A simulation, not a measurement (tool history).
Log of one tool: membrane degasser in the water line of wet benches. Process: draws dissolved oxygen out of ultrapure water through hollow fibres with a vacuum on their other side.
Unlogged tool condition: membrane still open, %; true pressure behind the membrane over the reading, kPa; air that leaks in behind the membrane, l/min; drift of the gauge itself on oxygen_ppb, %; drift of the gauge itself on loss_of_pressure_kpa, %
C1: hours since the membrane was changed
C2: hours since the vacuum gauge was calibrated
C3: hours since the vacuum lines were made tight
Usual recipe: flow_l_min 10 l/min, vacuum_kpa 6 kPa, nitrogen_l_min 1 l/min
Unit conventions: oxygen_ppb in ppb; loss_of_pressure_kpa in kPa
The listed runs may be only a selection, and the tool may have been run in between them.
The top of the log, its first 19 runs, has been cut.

run 20 day=27.788 | flow_l_min=9 vacuum_kpa=6 nitrogen_l_min=2.53 | C1=759 C2=133 C3=601 | oxygen_ppb=246.6 loss_of_pressure_kpa=62.26
run 21 day=29.496 | flow_l_min=9 vacuum_kpa=6 nitrogen_l_min=2.53 | C1=800 C2=174 C3=642 | oxygen_ppb=243.2 loss_of_pressure_kpa=62.8
run 22 day=30.942 | flow_l_min=9 vacuum_kpa=6 nitrogen_l_min=2.53 | C1=834 C2=209 C3=676 | oxygen_ppb=244.6 loss_of_pressure_kpa=62.59
-- day=31.9 vacuum gauge calibrated, once more
run 23 day=32.075 | flow_l_min=6 vacuum_kpa=5.53 nitrogen_l_min=0.43 | C1=861 C2=4 C3=703 | oxygen_ppb=144.5 loss_of_pressure_kpa=41.79
run 24 day=33.696 | flow_l_min=10 vacuum_kpa=6.32 nitrogen_l_min=1.84 | C1=900 C2=43 C3=742 | oxygen_ppb=317.4 loss_of_pressure_kpa=69.69
run 25 day=34.912 | flow_l_min=14 vacuum_kpa=5.31 nitrogen_l_min=2.96 | C1=929 C2=72 C3=771 | oxygen_ppb=557.4 loss_of_pressure_kpa=97.3
run 26 day=36.733 | flow_l_min=7 vacuum_kpa=6 nitrogen_l_min=2.52 | C1=973 C2=116 C3=815 | oxygen_ppb=134.7 loss_of_pressure_kpa=48.69
run 27 day=38.062 | flow_l_min=10 vacuum_kpa=4.9 nitrogen_l_min=0.78 | C1=1005 C2=148 C3=847 | oxygen_ppb=331.2 loss_of_pressure_kpa=69.42
run 28 day=39.004 | flow_l_min=10 vacuum_kpa=3.87 nitrogen_l_min=0.78 | C1=1027 C2=171 C3=869 | oxygen_ppb=298.5 loss_of_pressure_kpa=69.7
run 29 day=40.338 | flow_l_min=7 vacuum_kpa=6 nitrogen_l_min=1 | C1=1059 C2=202 C3=901 | oxygen_ppb=158.9 loss_of_pressure_kpa=48.73
run 30 day=41.571 | flow_l_min=7 vacuum_kpa=6 nitrogen_l_min=2.69 | C1=1089 C2=232 C3=931 | oxygen_ppb=131.1 loss_of_pressure_kpa=48.44
run 31 day=43.412 | flow_l_min=7 vacuum_kpa=6 nitrogen_l_min=2.69 | C1=1133 C2=276 C3=975 | oxygen_ppb=130 loss_of_pressure_kpa=48.91

Consider 5 possible next runs. They are alternatives, not a sequence: every one starts from the tool as it was left by run 31. What does each give?
run A day=44.325 | flow_l_min=9 vacuum_kpa=6 nitrogen_l_min=1.88 | C1=1155 C2=298 C3=997 | oxygen_ppb=? loss_of_pressure_kpa=?
run B day=44.325 | flow_l_min=8 vacuum_kpa=3.75 nitrogen_l_min=1 | C1=1155 C2=298 C3=997 | oxygen_ppb=? loss_of_pressure_kpa=?
run C day=44.325 | flow_l_min=7 vacuum_kpa=6 nitrogen_l_min=0.9 | C1=1155 C2=298 C3=997 | oxygen_ppb=? loss_of_pressure_kpa=?
run D day=44.325 | flow_l_min=10 vacuum_kpa=6 nitrogen_l_min=2.41 | C1=1155 C2=298 C3=997 | oxygen_ppb=? loss_of_pressure_kpa=?
run E day=44.325 | flow_l_min=15 vacuum_kpa=11.84 nitrogen_l_min=0.94 | C1=1155 C2=298 C3=997 | oxygen_ppb=? loss_of_pressure_kpa=?

run=A oxygen_ppb=252.6 loss_of_pressure_kpa=62.79
run=B oxygen_ppb=176.3 loss_of_pressure_kpa=55.98
run=C oxygen_ppb=164 loss_of_pressure_kpa=48.54
run=D oxygen_ppb=308.1 loss_of_pressure_kpa=69.9
run=E oxygen_ppb=892.1 loss_of_pressure_kpa=103.75
Stripped of hidden state, with their random variation kept, the same runs would have yielded:
run=A oxygen_ppb=249 loss_of_pressure_kpa=62.56
run=B oxygen_ppb=173.1 loss_of_pressure_kpa=55.77
run=C oxygen_ppb=161.2 loss_of_pressure_kpa=48.36
run=D oxygen_ppb=304.1 loss_of_pressure_kpa=69.64
run=E oxygen_ppb=884.5 loss_of_pressure_kpa=103.37

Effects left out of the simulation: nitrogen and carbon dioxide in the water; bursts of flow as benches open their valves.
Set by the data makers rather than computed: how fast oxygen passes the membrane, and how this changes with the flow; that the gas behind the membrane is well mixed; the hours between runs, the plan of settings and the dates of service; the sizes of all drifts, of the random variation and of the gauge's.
